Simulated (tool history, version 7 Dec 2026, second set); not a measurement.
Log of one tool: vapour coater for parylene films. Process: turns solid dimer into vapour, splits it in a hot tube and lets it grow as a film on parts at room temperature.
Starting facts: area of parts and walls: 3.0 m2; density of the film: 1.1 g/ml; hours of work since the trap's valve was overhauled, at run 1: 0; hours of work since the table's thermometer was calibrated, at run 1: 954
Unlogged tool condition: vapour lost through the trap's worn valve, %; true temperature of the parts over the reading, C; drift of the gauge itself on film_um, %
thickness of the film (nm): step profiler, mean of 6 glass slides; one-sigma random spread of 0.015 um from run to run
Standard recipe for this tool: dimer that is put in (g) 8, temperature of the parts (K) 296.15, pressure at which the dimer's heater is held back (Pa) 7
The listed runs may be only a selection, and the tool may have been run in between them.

| run | hour | dimer that is put in (g) | temperature of the parts (K) | pressure at which the dimer's heater is held back (Pa) | hours of work since the trap's valve was overhauled | hours of work since the table's thermometer was calibrated | thickness of the film (nm) |
|---|---|---|---|---|---|---|---|
| 1 | 0 | 8 | 296.15 | 7 | 0 | 954 | 1530 |
| 2 | 37.4 | 8 | 296.15 | 7 | 22 | 976 | 1510 |
| 3 | 76.4 | 8 | 296.15 | 7 | 45 | 999 | 1510 |
| 4 | 106.8 | 8 | 296.15 | 5.08 | 63 | 1017 | 1580 |
| 5 | 139.3 | 3 | 296.15 | 7 | 82 | 1036 | 580 |
| 6 | 159.6 | 3 | 296.15 | 7 | 94 | 1048 | 590 |
| 7 | 175.9 | 3 | 296.15 | 7 | 103 | 1058 | 560 |
| 8 | 210 | 8 | 302.15 | 7 | 124 | 1078 | 1220 |
| 9 | 234.2 | 8 | 302.15 | 7 | 138 | 1092 | 1190 |
| 10 | 265.6 | 8 | 296.15 | 7 | 156 | 1110 | 1490 |
| 11 | 294.4 | 8 | 296.15 | 7 | 173 | 1127 | 1470 |
| 12 | 333.7 | 8 | 296.15 | 7 | 196 | 1150 | 1460 |
| 13 | 358.8 | 8 | 296.15 | 7 | 211 | 1165 | 1480 |
| 14 | 383.3 | 5 | 296.15 | 7 | 226 | 1180 | 910 |
| 15 | 403.4 | 8 | 296.15 | 7 | 237 | 1191 | 1440 |
| 16 | 426.2 | 8 | 296.15 | 9.78 | 251 | 1205 | 1390 |
| 17 | 458.7 | 8 | 296.15 | 7 | 270 | 1224 | 1470 |
| 18 | 489.6 | 8 | 296.15 | 7 | 288 | 1242 | 1480 |
| 19 | 521.3 | 8 | 296.15 | 7 | 307 | 1261 | 1440 |
| 20 | 552.2 | 8 | 296.15 | 7 | 325 | 1279 | 1430 |
| 21 | 575.6 | 8 | 296.15 | 7 | 339 | 1293 | 1420 |
| 22 | 592 | 8 | 296.15 | 7 | 348 | 1302 | 1440 |
| 23 | 632.5 | 8 | 296.15 | 7 | 372 | 1326 | 1440 |
|  | 666.5 | trap's valve overhauled |
| 24 | 666.5 | 8 | 296.15 | 7 | 0 | 1344 | 1540 |
| 25 | 702 | 8 | 296.15 | 7 | 21 | 1365 | 1490 |
| 26 | 728.3 | 9 | 292.15 | 5.15 | 36 | 1380 | 2080 |
| 27 | 754.2 | 10 | 293.15 | 7 | 52 | 1395 | 2130 |
| 28 | 792.7 | 8 | 290.15 | 3.62 | 74 | 1418 | 2110 |
| 29 | 812.9 | 8 | 288.15 | 3.62 | 86 | 1430 | 2240 |
| 30 | 831.2 | 13 | 296.15 | 3.71 | 97 | 1441 | 2680 |
| 31 | 856.8 | 13 | 289.15 | 3.71 | 112 | 1456 | 3520 |

Run 32, settings as shown, results not yet in. Your forecast:
| 32 | 878.3 | 3 | 293.15 | 7 | 125 | 1468 | ? |

Run 32 produced thickness of the film (nm) 660.
Take away the tool's hidden state, keep the run-to-run variation as it was, and the same run would have given thickness of the film (nm) 650.
